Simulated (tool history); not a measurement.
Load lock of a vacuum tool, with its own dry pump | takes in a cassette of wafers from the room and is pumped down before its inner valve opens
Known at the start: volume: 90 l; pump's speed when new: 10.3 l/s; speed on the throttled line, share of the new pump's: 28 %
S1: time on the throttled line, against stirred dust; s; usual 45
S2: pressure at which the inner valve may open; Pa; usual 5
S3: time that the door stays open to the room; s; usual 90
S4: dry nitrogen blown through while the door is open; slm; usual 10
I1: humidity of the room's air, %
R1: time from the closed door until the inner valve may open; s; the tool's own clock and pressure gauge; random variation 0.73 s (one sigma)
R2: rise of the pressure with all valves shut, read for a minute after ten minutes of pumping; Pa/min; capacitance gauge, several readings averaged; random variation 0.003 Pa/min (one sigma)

Run 1, hour 0: usual settings; I1 47.5. Result: R1 122.1 s, R2 0.288 Pa/min.
Run 2, hour 117.7: usual settings; I1 45.9. Result: R1 120.6 s, R2 0.281 Pa/min.
Run 3, hour 178.1: usual settings but S3 114 s; I1 45.2. Result: R1 120.1 s, R2 0.294 Pa/min.
Run 4, hour 323.8: usual settings but S4 26 slm; I1 46.2. Result: R1 121.9 s, R2 0.281 Pa/min.
Run 5, hour 389.9: usual settings but S4 26 slm; I1 48.4. Result: R1 120.1 s, R2 0.289 Pa/min.
Run 6, hour 458.2: usual settings but S4 26 slm; I1 49.6. Result: R1 121.6 s, R2 0.297 Pa/min.
Run 7, hour 547.6: usual settings but S4 26 slm; I1 48.2. Result: R1 121.2 s, R2 0.291 Pa/min.
Run 8, hour 650.5: usual settings but S4 26 slm; I1 42. Result: R1 121.4 s, R2 0.301 Pa/min.
Run 9, hour 795: usual settings but S4 26 slm; I1 44.9. Result: R1 121.1 s, R2 0.31 Pa/min.
Run 10, hour 902.3: usual settings but S4 26 slm; I1 46.9. Result: R1 120.8 s, R2 0.309 Pa/min.
Run 11, hour 979.4: usual settings but S4 26 slm; I1 44.2. Result: R1 120.9 s, R2 0.313 Pa/min.
Run 12, hour 1094.2: usual settings but S4 26 slm; I1 47.2. Result: R1 120.2 s, R2 0.325 Pa/min.
Run 13, hour 1239.8: usual settings but S4 26 slm; I1 46.3. Result: R1 120.2 s, R2 0.327 Pa/min.
Run 14, hour 1355.8: usual settings but S4 26 slm; I1 43. Result: R1 122.1 s, R2 0.329 Pa/min.
Run 15, hour 1448.4: usual settings but S4 26 slm; I1 44.7. Result: R1 121.2 s, R2 0.336 Pa/min.
Run 16, hour 1576.6: usual settings but S1 82 s, S4 26 slm; I1 45.2. Result: R1 147.4 s, R2 0.349 Pa/min.
Run 17, hour 1707.7: usual settings but S1 82 s, S4 26 slm; I1 44.3. Result: R1 149.1 s, R2 0.346 Pa/min.
Run 18, hour 1772.8: usual settings but S1 82 s, S4 26 slm; I1 49. Result: R1 146.7 s, R2 0.361 Pa/min.
Run 19, hour 1898.7: usual settings but S3 232 s; I1 44.4. Result: R1 122.7 s, R2 0.393 Pa/min.
Run 20, hour 2032.4: usual settings but S3 232 s; I1 41.4. Result: R1 122.8 s, R2 0.4 Pa/min.
Run 21, hour 2148.1: usual settings but S3 232 s; I1 44.6. Result: R1 123.3 s, R2 0.398 Pa/min.
Run 22, hour 2250.7: usual settings but S3 232 s; I1 45.4. Result: R1 122.3 s, R2 0.411 Pa/min.
Run 23, hour 2378: usual settings but S1 22 s, S3 70 s; I1 46.3. Result: R1 106.4 s, R2 0.406 Pa/min.
Run 24, hour 2482.9: usual settings but S1 22 s, S3 70 s; I1 43.2. Result: R1 105 s, R2 0.403 Pa/min.
Run 25, hour 2601.7: usual settings but S1 22 s, S3 70 s; I1 46.5. Result: R1 106.2 s, R2 0.417 Pa/min.
Run 26, hour 2682.3: usual settings but S1 53 s; I1 46.1. Result: R1 126.8 s, R2 0.416 Pa/min.
Run 27, hour 2757.5: usual settings but S1 53 s; I1 45.9. Result: R1 128.2 s, R2 0.424 Pa/min.
Run 28, hour 2875.7: usual settings but S1 53 s, S3 164 s; I1 40.6. Result: R1 128.2 s, R2 0.43 Pa/min.
Run 29, hour 2976.9: usual settings but S1 49 s, S2 8 Pa, S3 235 s, S4 12 slm; I1 47.5. Result: R1 119.9 s, R2 0.452 Pa/min.
Run 30, hour 3066.6: usual settings but S3 48 s, S4 35 slm; I1 47.5. Result: R1 123.7 s, R2 0.42 Pa/min.
Run 31, hour 3148.6: usual settings but S1 36 s, S3 101 s; I1 44.8. Result: R1 115.9 s, R2 0.447 Pa/min.
Run 32, hour 3254.2: usual settings but S1 71 s, S4 7 slm; I1 45.4. Result: R1 140.7 s, R2 0.458 Pa/min.
Run 33, hour 3323.5: usual settings but S3 38 s, S4 11 slm; I1 47.2. Result: R1 122.8 s, R2 0.441 Pa/min.
Run 34, hour 3438.8: usual settings but S1 40 s, S2 6 Pa, S4 31 slm; I1 47.4. Result: R1 117 s, R2 0.445 Pa/min.
Run 35, hour 3533.3: usual settings but S1 40 s, S2 6 Pa, S4 31 slm; I1 44.3. Result: R1 118.4 s, R2 0.45 Pa/min.
Run 36, hour 3662.9: usual settings but S2 10 Pa, S4 18 slm; I1 44.3. Result: R1 116.8 s, R2 0.474 Pa/min.
Run 37, hour 3804.1: usual settings but S1 28 s, S2 9 Pa, S3 154 s, S4 42 slm; I1 45.7. Result: R1 104.6 s, R2 0.477 Pa/min.
Run 38, hour 3942.7: usual settings but S1 23 s, S2 9 Pa, S4 38 slm; I1 38.3. Result: R1 101 s, R2 0.471 Pa/min.

Forecast each of these 3 alternatives for the next run:
Run A, hour 4031.2: usual settings but S1 41 s, S2 6 Pa, S3 200 s, S4 38 slm; I1 47.8. Result: R1 ?, R2 ?.
Run B, hour 4031.2: usual settings but S1 81 s, S2 10 Pa, S3 69 s; I1 43.2. Result: R1 ?, R2 ?.
Run C, hour 4031.2: usual settings; I1 48.2. Result: R1 ?, R2 ?.

run     R1     R2
  A  118.6  0.492
  B  142.9  0.486
  C    122  0.498
Without the tool's hidden state the same runs would have given:
run     R1     R2
  A  115.4  0.033
  B  140.3  0.033
  C  118.6  0.046
